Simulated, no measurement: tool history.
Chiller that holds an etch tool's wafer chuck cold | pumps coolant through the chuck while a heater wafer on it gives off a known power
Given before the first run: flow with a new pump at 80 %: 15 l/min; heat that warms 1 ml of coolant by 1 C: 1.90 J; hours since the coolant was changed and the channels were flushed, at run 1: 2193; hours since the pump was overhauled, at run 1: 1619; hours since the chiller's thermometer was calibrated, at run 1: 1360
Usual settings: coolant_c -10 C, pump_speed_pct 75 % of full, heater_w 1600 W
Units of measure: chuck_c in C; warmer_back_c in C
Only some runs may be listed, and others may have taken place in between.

run	hour	coolant_c	pump_speed_pct	heater_w	hours since the coolant was changed and the channels were flushed	hours since the pump was overhauled	hours since the chiller's thermometer was calibrated	chuck_c	warmer_back_c
1	0.0	-10	75	1600	2193	1619	1360	0.6	3.61
2	21.2	-10	75	1600	2215	1641	1382	0.7	3.61
3	50.4	-10	75	1600	2244	1670	1411	0.5	3.59
4	69.7	-10	75	1600	2263	1689	1430	0.5	3.64
5	105.8	-10	75	1600	2299	1725	1466	0.7	3.68
6	132.6	-10	75	1638	2326	1752	1493	0.7	3.73
7	167.8	-10	75	1638	2361	1787	1528	0.9	3.67
8	204.4	-10	75	1600	2398	1824	1565	0.6	3.64
9	240.9	-10	75	1600	2434	1860	1601	0.4	3.69
10	262.2	-10	75	1600	2456	1882	1623	0.7	3.72
11	295.8	-10	75	1600	2489	1915	1656	0.6	3.70
12	318.1	-10	75	1600	2512	1938	1679	0.6	3.70
13	334.9	-10	75	1600	2528	1954	1695	0.7	3.67
14	360.7	-8	75	1600	2554	1980	1721	2.6	3.71
15	393.4	-10	75	1600	2587	2013	1754	0.6	3.70
16	418.2	-10	75	1382	2612	2038	1779	-0.9	3.25
17	452.1	-10	75	1600	2646	2072	1813	0.6	3.75
18	480.3	-10	92	1526	2674	2100	1841	-1.3	2.93
19	510.9	-10	92	1526	2704	2130	1871	-1.4	2.91
20	552.2	-12	98	1536	2746	2172	1913	-3.7	2.83
21	570.4	-16	81	1536	2764	2190	1931	-6.3	3.45
22	612.1	-17	75	1272	2806	2232	1973	-8.6	3.01
23	649.9	-17	75	1272	2843	2269	2010	-8.5	3.04
24	683.6	-17	71	1840	2877	2303	2044	-4.3	4.58
25	702.1	-11	62	2291	2895	2322	2063	6.5	6.41
26	722.8	0	81	2185	2916	2342	2083	13.7	4.79
27	760.7	0	81	2185	2954	2380	2121	13.7	4.81

What does the tool deliver on the next run?
28	796.6	-17	75	1600	2990	2416	2157	?	?

{"run 28": {"chuck_c": -6.4, "warmer_back_c": 3.88}}
Without the tool's hidden state the same run would have given chuck_c -6.4 C, warmer_back_c 3.63 C.

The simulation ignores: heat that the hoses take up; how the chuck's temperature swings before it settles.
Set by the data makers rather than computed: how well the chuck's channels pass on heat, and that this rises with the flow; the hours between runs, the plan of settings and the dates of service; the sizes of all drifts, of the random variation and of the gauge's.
